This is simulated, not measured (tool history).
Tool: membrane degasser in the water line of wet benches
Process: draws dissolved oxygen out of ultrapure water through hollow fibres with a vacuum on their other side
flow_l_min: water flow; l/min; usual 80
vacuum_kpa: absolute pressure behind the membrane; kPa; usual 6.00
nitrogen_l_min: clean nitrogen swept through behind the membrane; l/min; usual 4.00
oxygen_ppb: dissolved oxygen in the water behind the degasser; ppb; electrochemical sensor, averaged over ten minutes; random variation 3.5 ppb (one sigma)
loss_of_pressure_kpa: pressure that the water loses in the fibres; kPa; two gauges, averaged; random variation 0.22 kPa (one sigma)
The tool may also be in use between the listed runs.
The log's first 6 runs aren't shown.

run	hour	flow_l_min	vacuum_kpa	nitrogen_l_min	hours since the membrane was changed	hours since the vacuum gauge was calibrated	hours since the vacuum lines were made tight	oxygen_ppb	loss_of_pressure_kpa
7	172.9	91	6.00	4.00	280	2213	471	461.7	62.66
8	207.5	91	6.00	4.00	314	2248	505	466.1	62.58
9	230.9	80	6.00	4.00	338	2271	529	347.1	55.02
10	256.7	80	6.00	4.00	363	2297	554	349.8	55.05
11	300.3	80	6.00	4.00	407	2340	598	346.3	54.97
12	329.7	80	6.00	4.00	436	2370	627	345.3	55.01
13	352.9	80	6.00	4.00	460	2393	651	350.1	54.52
14	396.4	80	5.76	4.00	503	2436	694	345.5	54.89
15	435.7	80	5.76	4.00	542	2476	733	334.0	54.36
16	470.6	80	5.76	2.77	577	2511	768	383.0	54.60
17	503.3	80	6.00	9.25	610	2543	801	285.9	54.45
18	539.8	125	3.97	2.51	646	2580	838	770.2	85.06
19	581.7	125	3.97	2.51	688	2622	879	768.3	84.92
20	617.8	101	9.73	7.14	724	2658	916	633.7	68.66
21	638.1	55	7.24	7.14	745	2678	936	136.0	36.88
# hour 663.4: gauge calibrated
22	685.0	63	5.38	9.82	792	2725	983	136.5	43.45
23	724.0	54	5.52	9.48	831	2764	1022	90.7	37.70
24	755.9	54	7.07	1.89	863	2796	1054	286.9	37.36
25	800.4	80	6.85	7.23	907	2840	1098	322.3	55.60
26	842.6	80	6.85	3.22	949	2883	1140	415.9	55.28
27	890.9	80	6.85	3.22	998	2931	1189	410.6	54.75
28	912.1	83	9.41	9.74	1019	2952	1210	377.1	57.06
29	954.4	49	14.58	3.81	1061	2994	1252	359.6	33.66
30	991.9	49	14.58	3.81	1099	3032	1290	368.3	33.38
31	1039.4	63	4.92	4.00	1146	3079	1337	165.5	43.30

Forecast each of these 3 alternatives for the next run:
A	1066.1	63	4.92	3.84	1173	3106	1364	?	?
B	1066.1	76	4.92	4.00	1173	3106	1364	?	?
C	1066.1	80	5.19	2.94	1173	3106	1364	?	?

run	oxygen_ppb	loss_of_pressure_kpa
A	168.3	43.19
B	271.1	51.83
C	347.1	54.30
Without the tool's hidden state the same runs would have given:
run	oxygen_ppb	loss_of_pressure_kpa
A	168.1	43.90
B	270.8	52.67
C	346.7	55.19

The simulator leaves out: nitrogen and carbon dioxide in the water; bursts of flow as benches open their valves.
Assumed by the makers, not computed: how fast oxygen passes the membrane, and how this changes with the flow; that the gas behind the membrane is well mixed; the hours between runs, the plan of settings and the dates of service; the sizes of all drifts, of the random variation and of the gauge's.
